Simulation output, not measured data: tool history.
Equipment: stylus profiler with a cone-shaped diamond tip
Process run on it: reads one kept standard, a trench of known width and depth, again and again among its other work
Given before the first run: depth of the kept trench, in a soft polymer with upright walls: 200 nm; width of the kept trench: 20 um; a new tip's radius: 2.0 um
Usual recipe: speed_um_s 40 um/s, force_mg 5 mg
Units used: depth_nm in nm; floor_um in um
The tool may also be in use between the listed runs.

run,hour,speed_um_s,force_mg,depth_nm,floor_um
1,0,40,5,204.94,18.1
2,11.8,40,5,205.05,18.17
3,22.7,40,5,205.02,18.16
4,29.6,40,5,205.03,18.2
5,38.1,40,5,205.05,18.15
6,50.8,40,5,205.07,18.18
7,63.4,40,2.34,202.93,18.08
8,75,40,3.46,203.86,18.14
9,83.1,40,3.46,204.06,18.16
10,89.9,40,8.9,207.29,18.2
11,98.5,40,8.9,207.3,18.22
12,111.5,40,8.9,207.35,18.21
13,121.1,23,5,205.02,18.21
14,135.1,23,5,205.05,18.23
15,144.1,23,5,204.81,18.17
16,152.9,10,5,205.04,18.2
17,165.6,40,5,205.05,18.17
18,172,40,5,205,18.15
19,181.6,40,5,204.97,18.12
20,190.1,40,5,204.91,18.15
21,201.7,40,5,204.96,18.13
22,214.3,117,7.19,206.35,18.01
23,221.4,145,5.86,205.53,17.92
24,235,12,2.66,203.13,18.25
25,243,53,2.34,202.96,18.16
26,254.2,16,5,204.96,18.25
27,267.8,69,5,204.99,18.12
28,282.1,69,5,204.97,18.11
29,291.6,16,5,204.87,18.22
30,298.7,61,13.29,209.65,18.21
31,312.2,61,13.29,209.68,18.15
32,327.1,14,5,204.9,18.21
33,339.9,128,4.68,204.77,17.89
34,353.4,16,9.99,207.84,18.24
35,364,16,9.99,207.92,18.27
36,371.8,16,9.99,208.01,18.2
37,378,26,3.9,204.15,18.19
38,389.3,119,9.75,207.83,18.09

Consider 5 possible next runs. They are alternatives, not a sequence: every one starts from the tool as it was left by run 38. What does each give?
A,400.7,48,1.69,?,?
B,400.7,151,8.98,?,?
C,400.7,31,12.15,?,?
D,400.7,14,3.47,?,?
E,400.7,119,6.35,?,?

run,depth_nm,floor_um
A,202.36,18.01
B,207.46,18.01
C,209.06,18.2
D,203.93,18.25
E,205.81,18.02
With no hidden state in the tool, these same runs would have given:
run,depth_nm,floor_um
A,202.36,18.01
B,207.47,18.01
C,209.06,18.2
D,203.93,18.25
E,205.81,18.02
